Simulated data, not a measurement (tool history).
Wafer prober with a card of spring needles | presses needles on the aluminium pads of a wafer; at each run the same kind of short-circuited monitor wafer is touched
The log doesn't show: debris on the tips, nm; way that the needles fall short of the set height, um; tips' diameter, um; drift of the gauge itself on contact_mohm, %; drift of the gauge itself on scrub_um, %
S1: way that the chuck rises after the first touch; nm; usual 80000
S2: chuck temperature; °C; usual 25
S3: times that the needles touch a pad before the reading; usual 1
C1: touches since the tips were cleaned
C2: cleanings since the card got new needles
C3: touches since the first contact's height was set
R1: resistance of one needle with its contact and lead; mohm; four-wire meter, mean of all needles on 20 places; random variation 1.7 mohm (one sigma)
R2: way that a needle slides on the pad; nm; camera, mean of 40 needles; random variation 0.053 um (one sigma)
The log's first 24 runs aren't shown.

run   hour     S1  S2  S3    C1  C2     C3   R1     R2
     155.3  -- tips cleaned on abrasive film
 25  159.1  72000  25   1   927  20  77398  175  17090
 26    167  87000  25   1  2856  20  79327  174  20640
     169.9  -- tips cleaned on abrasive film
     175.2  -- height of the first contact set anew
 27    176  87000  25   1  1409  21    196  172  20690
 28  181.3  87000  25   1  2715  21   1502  174  20740
     184.7  -- tips cleaned on abrasive film
 29  190.2  87000  27   1  1342  22   3641  171  20680
 30  195.4  87000  27   1  2606  22   4905  170  20700
     198.9  -- tips cleaned on abrasive film
 31  203.9  77000  25   1  1213  23   6954  178  18310
 32  208.8  77000  25   1  2417  23   8158  173  18300
     213.1  -- tips cleaned on abrasive film
 33  214.1  62000  25   1   247  24   9439  177  14720
 34  220.9  71000  25   2  1909  24  11101  177  16930

Forecast each of these 3 alternatives for the next run:
     227.2  -- tips cleaned on abrasive film
  A  229.5  73000  25   3  544  25  13161   ?   ?
     227.2  -- tips cleaned on abrasive film
  B  229.5  81000  80   2  544  25  13161   ?   ?
     227.2  -- tips cleaned on abrasive film
  C  229.5  86000  80   3  544  25  13161   ?   ?

run   R1     R2
  A  175  17320
  B  186  19230
  C  188  20480
Without the tool's hidden state the same runs would have given:
run   R1     R2
  A  175  17320
  B  185  19230
  C  188  20480
